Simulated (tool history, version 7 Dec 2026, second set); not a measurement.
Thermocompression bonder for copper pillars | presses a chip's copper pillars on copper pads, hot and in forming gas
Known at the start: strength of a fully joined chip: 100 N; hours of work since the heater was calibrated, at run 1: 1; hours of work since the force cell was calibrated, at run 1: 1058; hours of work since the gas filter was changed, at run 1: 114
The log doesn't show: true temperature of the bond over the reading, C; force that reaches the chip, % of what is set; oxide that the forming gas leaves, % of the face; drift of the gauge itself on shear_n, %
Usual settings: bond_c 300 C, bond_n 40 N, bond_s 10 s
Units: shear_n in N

run,hour,bond_c,bond_n,bond_s,hours of work since the heater was calibrated,hours of work since the force cell was calibrated,hours of work since the gas filter was changed,shear_n
1,0.0,300,40,10,1,1058,114,74.8
2,37.6,300,40,10,20,1076,132,75.5
3,71.0,300,40,10,36,1093,149,75.6
4,122.2,300,40,12,61,1118,174,78.4
5,147.9,300,40,12,74,1130,187,77.0
6,198.6,300,31,10,99,1155,211,67.5
7,232.1,300,31,10,115,1172,228,67.9
8,256.9,300,31,10,127,1184,240,68.2
9,290.2,323,40,10,144,1200,256,88.1
10,331.4,323,40,10,164,1220,277,85.5
11,354.4,323,40,10,175,1232,288,85.7
12,398.1,323,40,10,196,1253,309,85.3
13,444.7,323,40,10,219,1276,332,85.5
# hour 452.0: forming gas filter changed
14,471.3,300,40,10,232,1289,9,75.6
15,516.9,329,40,10,254,1311,32,90.8
# hour 522.8: heater calibrated with a thermocouple chip
16,559.8,300,29,10,18,1331,52,65.8
17,595.1,300,29,10,35,1348,69,66.0
18,639.7,300,29,10,57,1370,91,64.8
19,664.9,300,29,10,70,1383,103,65.3
20,698.9,300,40,10,86,1399,120,74.2
21,730.9,300,40,13,102,1415,136,78.1
22,762.2,282,40,10,117,1430,151,61.6
23,794.3,282,40,10,133,1446,167,60.9
# hour 825.0: heater calibrated with a thermocouple chip, once more
24,845.2,278,55,10,10,1470,191,68.4
25,876.3,278,55,5,25,1485,206,56.6
26,912.5,323,49,7,43,1503,224,86.7
27,938.0,320,40,21,55,1516,236,94.5
28,987.3,320,40,21,80,1540,261,93.0
29,1026.6,297,30,12,99,1559,280,68.5
# hour 1041.9: force cell calibrated
30,1066.7,297,30,12,118,12,299,66.0
31,1120.1,293,30,12,144,38,325,63.9
# hour 1141.9: forming gas filter changed
32,1170.0,290,33,5,168,63,14,49.8
33,1221.8,300,29,10,194,88,39,65.5
34,1248.6,300,29,9,207,101,52,63.7
35,1273.3,300,29,9,219,113,64,63.3
36,1324.6,300,29,9,244,138,90,62.5
37,1365.6,300,29,9,264,158,110,62.5
38,1401.3,298,42,8,282,176,127,69.7
39,1430.7,272,31,21,296,190,142,59.7

Forecast each of these 3 alternatives for the next run:
A,1474.8,290,27,6,318,212,163,?
B,1474.8,310,30,6,318,212,163,?
C,1474.8,300,40,30,318,212,163,?

run,shear_n
A,46.6
B,61.7
C,89.1
Without the tool's hidden state the same runs would have given:
run,shear_n
A,48.5
B,63.8
C,91.1
